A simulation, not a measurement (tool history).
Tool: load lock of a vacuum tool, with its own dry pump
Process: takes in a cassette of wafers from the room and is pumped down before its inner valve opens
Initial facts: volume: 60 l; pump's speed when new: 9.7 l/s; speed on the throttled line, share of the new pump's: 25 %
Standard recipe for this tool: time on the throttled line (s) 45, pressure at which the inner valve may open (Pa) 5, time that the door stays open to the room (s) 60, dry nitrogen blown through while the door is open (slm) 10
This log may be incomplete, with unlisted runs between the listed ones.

run	day	time on the throttled line (s)	pressure at which the inner valve may open (Pa)	time that the door stays open to the room (s)	dry nitrogen blown through while the door is open (slm)	incoming humidity of the room's air, %	time from the closed door until the inner valve may open (s)	rise of the pressure with all valves shut (Pa/min)
1	0.000	45	5	60	10	48.5	101.0	0.064
2	4.829	45	8	60	10	47.0	97.0	0.059
3	12.929	45	8	60	10	42.7	97.4	0.062
4	24.038	45	8	60	10	47.7	96.7	0.070
5	30.742	45	8	60	10	46.2	96.8	0.066
6	39.633	45	8	60	10	46.3	97.9	0.068
7	44.267	45	8	60	10	46.4	97.2	0.073
8	50.883	45	8	60	10	43.9	97.9	0.077
9	60.983	45	5	60	37	46.3	100.7	0.060
10	66.017	24	7	60	10	44.5	83.4	0.087
11	72.483	45	5	60	10	46.6	101.3	0.084

What does the tool deliver on the next run?
12	79.638	45	5	60	10	45.3	?	?

{"run 12": {"time from the closed door until the inner valve may open (s)": 101.3, "rise of the pressure with all valves shut (Pa/min)": 0.081}}
Without the tool's hidden state the same run would have given time from the closed door until the inner valve may open (s) 95.6, rise of the pressure with all valves shut (Pa/min) 0.024.

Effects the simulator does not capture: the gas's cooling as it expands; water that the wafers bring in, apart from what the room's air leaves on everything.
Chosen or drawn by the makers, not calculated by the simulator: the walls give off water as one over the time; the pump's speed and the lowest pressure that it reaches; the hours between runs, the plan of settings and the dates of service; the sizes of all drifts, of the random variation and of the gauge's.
